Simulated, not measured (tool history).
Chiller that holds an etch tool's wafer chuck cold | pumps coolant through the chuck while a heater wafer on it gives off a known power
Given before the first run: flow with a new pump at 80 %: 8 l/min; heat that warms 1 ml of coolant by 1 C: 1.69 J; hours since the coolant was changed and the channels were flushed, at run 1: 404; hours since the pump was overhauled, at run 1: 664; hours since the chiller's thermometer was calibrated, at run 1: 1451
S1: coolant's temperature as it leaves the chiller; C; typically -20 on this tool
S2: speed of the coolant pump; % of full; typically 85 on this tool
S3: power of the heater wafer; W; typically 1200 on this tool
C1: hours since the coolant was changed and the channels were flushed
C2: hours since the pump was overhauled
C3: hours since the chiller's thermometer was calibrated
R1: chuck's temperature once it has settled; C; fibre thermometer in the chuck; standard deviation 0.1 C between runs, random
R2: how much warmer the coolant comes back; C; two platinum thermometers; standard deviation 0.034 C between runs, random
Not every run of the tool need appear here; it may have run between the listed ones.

run,day,S1,S2,S3,C1,C2,C3,R1,R2
1,0.000,-20,85,1200,404,664,1451,-10.3,5.01
2,2.204,-20,85,1200,457,716,1503,-10.5,4.99
3,4.862,-20,85,1200,521,780,1567,-10.5,5.06
4,6.400,-20,85,1200,558,817,1604,-10.6,5.03
5,8.833,-20,85,1200,616,876,1663,-10.5,5.05
6,11.221,-20,85,1200,674,933,1720,-10.2,5.11
7,12.692,-30,85,1200,709,968,1755,-20.3,5.16
8,14.929,-30,85,1200,763,1022,1809,-20.6,5.16
9,16.721,-30,85,1200,806,1065,1852,-20.5,5.18
10,18.942,-30,85,1200,859,1118,1905,-20.5,5.22
11,20.650,-30,85,1200,900,1159,1946,-20.2,5.23
12,22.108,-18,85,1200,935,1194,1981,-8.3,5.20
13,23.242,-18,85,1200,962,1221,2008,-8.4,5.23
14,24.475,-28,85,1200,992,1251,2038,-18.4,5.30
15,26.246,-20,76,1200,1034,1293,2080,-9.6,5.87
16,27.729,-20,76,1200,1070,1329,2116,-9.5,5.90
17,29.404,-20,76,1200,1110,1369,2156,-9.6,5.92
18,31.971,-20,76,1200,1172,1431,2218,-9.7,5.99
# day 32.646: gauge calibrated
19,34.562,-20,85,927,1234,1493,2280,-12.6,3.89
20,37.300,-20,85,1067,1300,1559,2346,-11.4,4.47
21,38.575,-20,85,1067,1330,1589,2376,-11.4,4.49
22,40.600,-20,85,1067,1379,1638,2425,-11.4,4.53
23,42.529,-20,85,1067,1425,1684,2471,-11.4,4.51
24,43.779,-21,63,1235,1455,1714,2501,-8.7,7.13
25,46.571,-21,63,1235,1522,1781,2568,-8.7,7.11
26,48.733,-21,63,1235,1574,1833,2620,-9.0,7.18
27,50.988,-30,68,624,1628,1887,2674,-24.1,3.44
28,52.117,-20,85,1444,1655,1914,2701,-8.5,6.21
29,54.279,-20,64,1153,1707,1966,2753,-8.6,6.66
30,56.329,-25,85,1015,1756,2015,2802,-17.1,4.48

The next listed run, before its measurement:
31,57.892,-25,85,1015,1794,2053,2840,?,?

{"run 31": {"R1": -16.9, "R2": 4.52}}
Without the tool's hidden state the same run would have given R1 -16.9 C, R2 4.24 C.
